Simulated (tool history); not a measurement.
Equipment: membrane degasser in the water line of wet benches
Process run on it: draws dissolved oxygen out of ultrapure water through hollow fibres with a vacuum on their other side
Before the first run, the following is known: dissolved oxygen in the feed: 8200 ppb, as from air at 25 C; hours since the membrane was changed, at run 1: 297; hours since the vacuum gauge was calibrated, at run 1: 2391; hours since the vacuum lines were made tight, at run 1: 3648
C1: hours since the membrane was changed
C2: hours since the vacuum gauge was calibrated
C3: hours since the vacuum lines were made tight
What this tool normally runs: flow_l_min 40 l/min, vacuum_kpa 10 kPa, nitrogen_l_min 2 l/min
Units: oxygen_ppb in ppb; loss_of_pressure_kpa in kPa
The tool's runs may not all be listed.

{"run": 1, "hour": 0.0, "flow_l_min": 40, "vacuum_kpa": 10, "nitrogen_l_min": 2, "C1": 297, "C2": 2391, "C3": 3648, "oxygen_ppb": 562.9, "loss_of_pressure_kpa": 39.58}
{"run": 2, "hour": 97.7, "flow_l_min": 40, "vacuum_kpa": 10, "nitrogen_l_min": 1.58, "C1": 395, "C2": 2489, "C3": 3746, "oxygen_ppb": 619, "loss_of_pressure_kpa": 40.17}
{"run": 3, "hour": 227.2, "flow_l_min": 40, "vacuum_kpa": 10, "nitrogen_l_min": 1.58, "C1": 524, "C2": 2619, "C3": 3875, "oxygen_ppb": 619.3, "loss_of_pressure_kpa": 40.19}
{"run": 4, "hour": 319.2, "flow_l_min": 40, "vacuum_kpa": 10, "nitrogen_l_min": 2, "C1": 616, "C2": 2711, "C3": 3967, "oxygen_ppb": 555.7, "loss_of_pressure_kpa": 39.9}
{"run": 5, "hour": 396.6, "flow_l_min": 40, "vacuum_kpa": 10, "nitrogen_l_min": 2, "C1": 694, "C2": 2788, "C3": 4045, "oxygen_ppb": 559.3, "loss_of_pressure_kpa": 39.73}
{"run": 6, "hour": 510.3, "flow_l_min": 40, "vacuum_kpa": 10, "nitrogen_l_min": 2, "C1": 807, "C2": 2902, "C3": 4158, "oxygen_ppb": 558.4, "loss_of_pressure_kpa": 40.14}
{"run": 7, "hour": 595.0, "flow_l_min": 40, "vacuum_kpa": 10, "nitrogen_l_min": 0.97, "C1": 892, "C2": 2986, "C3": 4243, "oxygen_ppb": 778.4, "loss_of_pressure_kpa": 40.19}
{"run": 8, "hour": 733.8, "flow_l_min": 40, "vacuum_kpa": 10, "nitrogen_l_min": 0.97, "C1": 1031, "C2": 3125, "C3": 4382, "oxygen_ppb": 774, "loss_of_pressure_kpa": 39.89}
{"run": 9, "hour": 810.0, "flow_l_min": 45, "vacuum_kpa": 10, "nitrogen_l_min": 0.97, "C1": 1107, "C2": 3201, "C3": 4458, "oxygen_ppb": 915.4, "loss_of_pressure_kpa": 45.35}
{"run": 10, "hour": 875.3, "flow_l_min": 45, "vacuum_kpa": 10, "nitrogen_l_min": 0.97, "C1": 1172, "C2": 3267, "C3": 4523, "oxygen_ppb": 922, "loss_of_pressure_kpa": 44.96}
{"run": 11, "hour": 958.4, "flow_l_min": 40, "vacuum_kpa": 10, "nitrogen_l_min": 2, "C1": 1256, "C2": 3350, "C3": 4606, "oxygen_ppb": 561.2, "loss_of_pressure_kpa": 40.09}
{"hour": 971.2, "done": "vacuum gauge calibrated"}
{"run": 12, "hour": 1062.7, "flow_l_min": 40, "vacuum_kpa": 10, "nitrogen_l_min": 2, "C1": 1359, "C2": 92, "C3": 4710, "oxygen_ppb": 557.4, "loss_of_pressure_kpa": 40.41}
{"run": 13, "hour": 1142.8, "flow_l_min": 40, "vacuum_kpa": 10, "nitrogen_l_min": 2, "C1": 1439, "C2": 172, "C3": 4790, "oxygen_ppb": 551.4, "loss_of_pressure_kpa": 39.81}
{"run": 14, "hour": 1240.5, "flow_l_min": 40, "vacuum_kpa": 10, "nitrogen_l_min": 2, "C1": 1537, "C2": 269, "C3": 4888, "oxygen_ppb": 563, "loss_of_pressure_kpa": 40.09}
{"run": 15, "hour": 1320.8, "flow_l_min": 43, "vacuum_kpa": 12.4, "nitrogen_l_min": 2.02, "C1": 1617, "C2": 350, "C3": 4968, "oxygen_ppb": 730.3, "loss_of_pressure_kpa": 43.2}
{"run": 16, "hour": 1413.5, "flow_l_min": 38, "vacuum_kpa": 12, "nitrogen_l_min": 2.35, "C1": 1710, "C2": 442, "C3": 5061, "oxygen_ppb": 539.9, "loss_of_pressure_kpa": 38.35}
{"run": 17, "hour": 1507.5, "flow_l_min": 30, "vacuum_kpa": 12.3, "nitrogen_l_min": 1.95, "C1": 1804, "C2": 536, "C3": 5155, "oxygen_ppb": 418.9, "loss_of_pressure_kpa": 30.38}
{"run": 18, "hour": 1624.8, "flow_l_min": 30, "vacuum_kpa": 21.6, "nitrogen_l_min": 2, "C1": 1921, "C2": 654, "C3": 5272, "oxygen_ppb": 697.8, "loss_of_pressure_kpa": 30.2}
{"run": 19, "hour": 1761.1, "flow_l_min": 39, "vacuum_kpa": 6.4, "nitrogen_l_min": 1.09, "C1": 2058, "C2": 790, "C3": 5409, "oxygen_ppb": 483, "loss_of_pressure_kpa": 39.08}
{"hour": 1862.4, "done": "vacuum gauge calibrated, once more"}
{"run": 20, "hour": 1878.6, "flow_l_min": 34, "vacuum_kpa": 6.4, "nitrogen_l_min": 4.08, "C1": 2175, "C2": 16, "C3": 5526, "oxygen_ppb": 234.5, "loss_of_pressure_kpa": 34.39}
{"run": 21, "hour": 1981.5, "flow_l_min": 34, "vacuum_kpa": 6.4, "nitrogen_l_min": 4.08, "C1": 2278, "C2": 119, "C3": 5629, "oxygen_ppb": 237.6, "loss_of_pressure_kpa": 34.11}
{"run": 22, "hour": 2064.3, "flow_l_min": 33, "vacuum_kpa": 10, "nitrogen_l_min": 2, "C1": 2360, "C2": 202, "C3": 5711, "oxygen_ppb": 390.6, "loss_of_pressure_kpa": 33.38}
{"run": 23, "hour": 2140.1, "flow_l_min": 42, "vacuum_kpa": 14.7, "nitrogen_l_min": 2.59, "C1": 2436, "C2": 278, "C3": 5787, "oxygen_ppb": 708, "loss_of_pressure_kpa": 42.33}
{"run": 24, "hour": 2289.5, "flow_l_min": 29, "vacuum_kpa": 14.7, "nitrogen_l_min": 2.59, "C1": 2586, "C2": 427, "C3": 5937, "oxygen_ppb": 387.3, "loss_of_pressure_kpa": 29.42}
{"run": 25, "hour": 2377.8, "flow_l_min": 36, "vacuum_kpa": 21.7, "nitrogen_l_min": 2.59, "C1": 2674, "C2": 515, "C3": 6025, "oxygen_ppb": 742.9, "loss_of_pressure_kpa": 36.56}
{"run": 26, "hour": 2456.1, "flow_l_min": 52, "vacuum_kpa": 18.8, "nitrogen_l_min": 0.92, "C1": 2752, "C2": 594, "C3": 6103, "oxygen_ppb": 1804.5, "loss_of_pressure_kpa": 52.23}

Run 27 has not been measured yet. What should we expect?
{"run": 27, "hour": 2549.9, "flow_l_min": 52, "vacuum_kpa": 18.8, "nitrogen_l_min": 0.92, "C1": 2846, "C2": 688, "C3": 6197, "oxygen_ppb": "?", "loss_of_pressure_kpa": "?"}

Run 27 measured oxygen_ppb 1836.4 ppb, loss_of_pressure_kpa 52.17 kPa.
The same run, on a tool lacking any hidden state, would have yielded oxygen_ppb 1821.7 ppb, loss_of_pressure_kpa 51.53 kPa.
